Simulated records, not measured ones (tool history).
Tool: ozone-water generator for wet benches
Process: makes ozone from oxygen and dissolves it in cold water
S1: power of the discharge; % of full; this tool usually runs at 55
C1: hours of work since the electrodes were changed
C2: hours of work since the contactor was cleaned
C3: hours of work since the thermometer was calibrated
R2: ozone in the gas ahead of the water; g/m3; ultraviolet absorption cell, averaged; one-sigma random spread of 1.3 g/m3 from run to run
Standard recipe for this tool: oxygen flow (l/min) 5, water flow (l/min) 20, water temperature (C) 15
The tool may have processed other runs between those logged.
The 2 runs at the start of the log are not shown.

run 3 hour=29.6 | S1=55 oxygen_flow_(l/min)=7.51 water_flow_(l/min)=14 water_temperature_(C)=15 | C1=1199 C2=4071 C3=1029 | dissolved_ozone_(ppm)=32.6 R2=187.9
run 4 hour=57.3 | S1=55 oxygen_flow_(l/min)=7.51 water_flow_(l/min)=14 water_temperature_(C)=15 | C1=1225 C2=4098 C3=1056 | dissolved_ozone_(ppm)=32.6 R2=189.8
run 5 hour=80.4 | S1=55 oxygen_flow_(l/min)=2.99 water_flow_(l/min)=20 water_temperature_(C)=15 | C1=1247 C2=4120 C3=1078 | dissolved_ozone_(ppm)=23 R2=293.7
run 6 hour=98.5 | S1=55 oxygen_flow_(l/min)=2.99 water_flow_(l/min)=20 water_temperature_(C)=15 | C1=1265 C2=4137 C3=1095 | dissolved_ozone_(ppm)=23.3 R2=293.7
run 7 hour=116.1 | S1=55 oxygen_flow_(l/min)=2.99 water_flow_(l/min)=20 water_temperature_(C)=15 | C1=1282 C2=4154 C3=1112 | dissolved_ozone_(ppm)=23.2 R2=291.9
run 8 hour=141.7 | S1=55 oxygen_flow_(l/min)=5 water_flow_(l/min)=23 water_temperature_(C)=15 | C1=1306 C2=4179 C3=1137 | dissolved_ozone_(ppm)=22.4 R2=229.7
run 9 hour=167.8 | S1=55 oxygen_flow_(l/min)=5 water_flow_(l/min)=23 water_temperature_(C)=15 | C1=1332 C2=4204 C3=1162 | dissolved_ozone_(ppm)=22.6 R2=227.8
run 10 hour=181.4 | S1=55 oxygen_flow_(l/min)=5 water_flow_(l/min)=23 water_temperature_(C)=15 | C1=1345 C2=4217 C3=1175 | dissolved_ozone_(ppm)=22.2 R2=227.1
run 11 hour=207.6 | S1=55 oxygen_flow_(l/min)=5 water_flow_(l/min)=23 water_temperature_(C)=12 | C1=1370 C2=4242 C3=1200 | dissolved_ozone_(ppm)=23.3 R2=226.8
-- hour=213.5 contactor cleaned
run 12 hour=243 | S1=55 oxygen_flow_(l/min)=5 water_flow_(l/min)=23 water_temperature_(C)=12 | C1=1400 C2=28 C3=1231 | dissolved_ozone_(ppm)=23.3 R2=227.1
run 13 hour=257.6 | S1=55 oxygen_flow_(l/min)=5 water_flow_(l/min)=23 water_temperature_(C)=12 | C1=1414 C2=42 C3=1245 | dissolved_ozone_(ppm)=22.8 R2=230.4
run 14 hour=271.9 | S1=44 oxygen_flow_(l/min)=5 water_flow_(l/min)=20 water_temperature_(C)=15 | C1=1428 C2=56 C3=1258 | dissolved_ozone_(ppm)=21.7 R2=197.8
run 15 hour=289.7 | S1=44 oxygen_flow_(l/min)=5 water_flow_(l/min)=20 water_temperature_(C)=15 | C1=1445 C2=73 C3=1275 | dissolved_ozone_(ppm)=21.5 R2=197.5
run 16 hour=313.4 | S1=99 oxygen_flow_(l/min)=5 water_flow_(l/min)=20 water_temperature_(C)=15 | C1=1468 C2=96 C3=1298 | dissolved_ozone_(ppm)=35.6 R2=328.2
-- hour=332.4 contactor cleaned, once more
run 17 hour=342.9 | S1=99 oxygen_flow_(l/min)=5 water_flow_(l/min)=20 water_temperature_(C)=15 | C1=1492 C2=10 C3=1323 | dissolved_ozone_(ppm)=36.7 R2=326.1
run 18 hour=371.8 | S1=99 oxygen_flow_(l/min)=5 water_flow_(l/min)=20 water_temperature_(C)=15 | C1=1520 C2=38 C3=1351 | dissolved_ozone_(ppm)=36.7 R2=327.7
run 19 hour=393.8 | S1=99 oxygen_flow_(l/min)=5 water_flow_(l/min)=20 water_temperature_(C)=15 | C1=1541 C2=59 C3=1372 | dissolved_ozone_(ppm)=37 R2=327.2
run 20 hour=425.3 | S1=86 oxygen_flow_(l/min)=8.85 water_flow_(l/min)=18 water_temperature_(C)=18 | C1=1571 C2=89 C3=1402 | dissolved_ozone_(ppm)=35.1 R2=230.4
run 21 hour=443.6 | S1=74 oxygen_flow_(l/min)=3.05 water_flow_(l/min)=24 water_temperature_(C)=14 | C1=1589 C2=107 C3=1420 | dissolved_ozone_(ppm)=23.9 R2=347.5
run 22 hour=458.2 | S1=74 oxygen_flow_(l/min)=3.05 water_flow_(l/min)=24 water_temperature_(C)=14 | C1=1603 C2=121 C3=1434 | dissolved_ozone_(ppm)=24.1 R2=345.5
run 23 hour=477.4 | S1=55 oxygen_flow_(l/min)=6.99 water_flow_(l/min)=20 water_temperature_(C)=15 | C1=1621 C2=139 C3=1452 | dissolved_ozone_(ppm)=26.5 R2=194.5
run 24 hour=503.3 | S1=87 oxygen_flow_(l/min)=6.82 water_flow_(l/min)=20 water_temperature_(C)=15 | C1=1646 C2=164 C3=1477 | dissolved_ozone_(ppm)=34.7 R2=258.1
run 25 hour=518 | S1=87 oxygen_flow_(l/min)=6.82 water_flow_(l/min)=20 water_temperature_(C)=15 | C1=1661 C2=179 C3=1491 | dissolved_ozone_(ppm)=34.4 R2=259.6
run 26 hour=539.4 | S1=66 oxygen_flow_(l/min)=3.51 water_flow_(l/min)=21 water_temperature_(C)=7 | C1=1681 C2=199 C3=1512 | dissolved_ozone_(ppm)=28.2 R2=299.7
run 27 hour=559.9 | S1=58 oxygen_flow_(l/min)=7.01 water_flow_(l/min)=21 water_temperature_(C)=16 | C1=1701 C2=219 C3=1531 | dissolved_ozone_(ppm)=25.3 R2=201.5

Run 28 comes next. What will it give?
run 28 hour=583.8 | S1=58 oxygen_flow_(l/min)=7.01 water_flow_(l/min)=21 water_temperature_(C)=16 | C1=1724 C2=242 C3=1554 | dissolved_ozone_(ppm)=? R2=?

dissolved ozone (ppm): 26
R2: 199.6 g/m3
Were there no unlogged condition in the tool, this run, its random variation unchanged, would have produced dissolved ozone (ppm) 27.2, R2 208.3 g/m3.

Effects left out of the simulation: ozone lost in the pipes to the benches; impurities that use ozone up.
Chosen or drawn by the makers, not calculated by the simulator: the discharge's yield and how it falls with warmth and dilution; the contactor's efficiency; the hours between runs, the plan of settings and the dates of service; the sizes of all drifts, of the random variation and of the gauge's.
